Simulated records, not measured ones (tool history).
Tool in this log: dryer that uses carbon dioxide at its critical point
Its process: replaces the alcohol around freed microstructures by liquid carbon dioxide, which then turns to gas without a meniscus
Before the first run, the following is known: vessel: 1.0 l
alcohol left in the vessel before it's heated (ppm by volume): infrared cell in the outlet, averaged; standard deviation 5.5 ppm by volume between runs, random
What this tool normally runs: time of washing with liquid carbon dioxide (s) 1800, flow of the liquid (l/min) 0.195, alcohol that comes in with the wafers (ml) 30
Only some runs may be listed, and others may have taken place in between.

run	day	time of washing with liquid carbon dioxide (s)	flow of the liquid (l/min)	alcohol that comes in with the wafers (ml)	alcohol left in the vessel before it's heated (ppm by volume)
1	0	1800	0.195	30	248
2	0.671	1800	0.195	85	662
3	1.038	1800	0.195	85	655
4	1.429	1800	0.195	85	664
5	1.746	1140	0.195	30	1418
6	2.379	1140	0.281	30	375
7	2.971	1140	0.281	30	361
8	3.304	1800	0.172	30	437
9	3.875	1800	0.195	30	258
10	4.521	1800	0.195	30	256
11	5.012	1800	0.195	30	247
12	5.529	1200	0.247	48	818
13	6.288	2280	0.179	61	243
14	7.017	2280	0.179	61	256

Run 15 has not been measured yet. What should we expect?
# day 7.562: inlet filter changed
15	7.633	2280	0.179	61	?

Logged for run 15: alcohol left in the vessel before it's heated (ppm by volume) 156.
Were there no unlogged condition in the tool, this run, its random variation unchanged, would have produced alcohol left in the vessel before it's heated (ppm by volume) 129.

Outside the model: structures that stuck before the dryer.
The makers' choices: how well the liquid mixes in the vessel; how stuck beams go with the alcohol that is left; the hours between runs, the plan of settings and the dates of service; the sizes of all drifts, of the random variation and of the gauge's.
